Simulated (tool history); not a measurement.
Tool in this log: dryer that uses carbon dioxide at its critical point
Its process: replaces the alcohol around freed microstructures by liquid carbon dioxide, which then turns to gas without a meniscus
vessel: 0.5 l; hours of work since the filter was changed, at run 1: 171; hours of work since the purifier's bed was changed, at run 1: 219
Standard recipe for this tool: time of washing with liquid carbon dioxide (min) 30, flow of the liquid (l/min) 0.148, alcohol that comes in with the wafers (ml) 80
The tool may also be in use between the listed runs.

| run | hour | time of washing with liquid carbon dioxide (min) | flow of the liquid (l/min) | alcohol that comes in with the wafers (ml) | hours of work since the filter was changed | hours of work since the purifier's bed was changed | alcohol left in the vessel before it's heated (ppm by volume) |
|---|---|---|---|---|---|---|---|
| 1 | 0.0 | 30 | 0.148 | 80 | 171 | 219 | 294 |
| 2 | 6.1 | 30 | 0.148 | 80 | 175 | 222 | 293 |
| 3 | 12.3 | 30 | 0.148 | 30 | 179 | 226 | 144 |
| 4 | 18.4 | 30 | 0.148 | 30 | 182 | 230 | 135 |
| 5 | 25.6 | 20 | 0.148 | 80 | 187 | 234 | 2212 |
| 6 | 32.1 | 30 | 0.148 | 80 | 190 | 238 | 301 |
| 7 | 38.3 | 30 | 0.148 | 28 | 194 | 241 | 136 |
| 8 | 51.4 | 30 | 0.148 | 28 | 202 | 249 | 138 |
| 9 | 65.0 | 30 | 0.148 | 28 | 210 | 257 | 149 |
| 10 | 71.5 | 31 | 0.148 | 80 | 214 | 261 | 261 |
| 11 | 78.8 | 37 | 0.148 | 26 | 218 | 265 | 81 |
| 12 | 85.1 | 37 | 0.095 | 79 | 222 | 269 | 1208 |
| 13 | 95.7 | 18 | 0.208 | 79 | 228 | 275 | 665 |
| 14 | 103.2 | 18 | 0.208 | 79 | 233 | 280 | 670 |
| 15 | 116.6 | 35 | 0.148 | 33 | 240 | 288 | 103 |
| 16 | 122.3 | 30 | 0.148 | 20 | 244 | 291 | 139 |
| 17 | 133.0 | 30 | 0.148 | 20 | 250 | 297 | 136 |

Branching from run 17: 3 alternative next runs. What would each branch give?
| A | 144.8 | 20 | 0.248 | 76 | 257 | 304 | ? |
| B | 144.8 | 30 | 0.148 | 24 | 257 | 304 | ? |
| C | 144.8 | 25 | 0.148 | 20 | 257 | 304 | ? |

| run | alcohol left in the vessel before it's heated (ppm by volume) |
|---|---|
| A | 151 |
| B | 154 |
| C | 264 |
Take away the tool's hidden state, keep each run's random variation, and the runs would have read:
| run | alcohol left in the vessel before it's heated (ppm by volume) |
|---|---|
| A | 54 |
| B | 63 |
| C | 146 |

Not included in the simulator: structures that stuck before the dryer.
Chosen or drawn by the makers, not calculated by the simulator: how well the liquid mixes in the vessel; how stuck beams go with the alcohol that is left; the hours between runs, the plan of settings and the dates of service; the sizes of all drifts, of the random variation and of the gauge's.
